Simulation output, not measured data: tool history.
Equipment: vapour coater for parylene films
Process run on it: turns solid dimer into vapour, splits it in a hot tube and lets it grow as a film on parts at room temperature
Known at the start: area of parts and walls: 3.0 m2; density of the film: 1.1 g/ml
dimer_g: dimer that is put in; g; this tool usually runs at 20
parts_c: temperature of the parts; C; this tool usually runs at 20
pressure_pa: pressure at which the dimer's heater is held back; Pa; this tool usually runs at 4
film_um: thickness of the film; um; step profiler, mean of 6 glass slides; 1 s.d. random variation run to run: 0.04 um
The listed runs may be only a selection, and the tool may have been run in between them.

| run | day | dimer_g | parts_c | pressure_pa | film_um |
|---|---|---|---|---|---|
| 1 | 0 | 20 | 20 | 4 | 3.94 |
| 2 | 1.525 | 20 | 14 | 4 | 4.5 |
| 3 | 4.421 | 20 | 14 | 4 | 4.3 |
|  | 6.892 | trap's valve overhauled |
| 4 | 6.95 | 10 | 14 | 4 | 2.42 |
| 5 | 8.308 | 10 | 14 | 4 | 2.4 |
| 6 | 10.454 | 20 | 20 | 4 | 4.28 |
| 7 | 13.183 | 20 | 20 | 4 | 4.22 |
|  | 13.496 | table's thermometer calibrated |
| 8 | 15.288 | 20 | 20 | 4 | 4.16 |
| 9 | 17.492 | 20 | 20 | 4 | 4.08 |
|  | 19.004 | table's thermometer calibrated, once more |
| 10 | 20.371 | 26 | 20 | 10.75 | 4.51 |
| 11 | 21.725 | 26 | 20 | 10.75 | 4.42 |
| 12 | 24.175 | 26 | 20 | 10.75 | 4.39 |
| 13 | 26.812 | 26 | 20 | 10.75 | 4.3 |
| 14 | 29.458 | 21 | 19 | 2.86 | 4.53 |
| 15 | 32.425 | 13 | 20 | 7.8 | 2.25 |
| 16 | 34.733 | 13 | 20 | 7.8 | 2.22 |
|  | 36.925 | trap's valve overhauled |
| 17 | 37.65 | 13 | 20 | 7.8 | 2.46 |
| 18 | 39.7 | 13 | 20 | 5.69 | 2.58 |

Below are 5 alternative next runs, each starting from the tool's condition after run 18. Predict each:
| A | 42.133 | 27 | 24 | 11.3 | ? |
| B | 42.133 | 9 | 20 | 3.06 | ? |
| C | 42.133 | 32 | 21 | 3.88 | ? |
| D | 42.133 | 24 | 16 | 8.52 | ? |
| E | 42.133 | 20 | 20 | 3.11 | ? |

| run | film_um |
|---|---|
| A | 4.39 |
| B | 2.02 |
| C | 6.68 |
| D | 4.76 |
| E | 4.47 |
Stripped of hidden state, with their random variation kept, the same runs would have yielded:
| run | film_um |
|---|---|
| A | 4.48 |
| B | 2.06 |
| C | 6.81 |
| D | 4.86 |
| E | 4.56 |
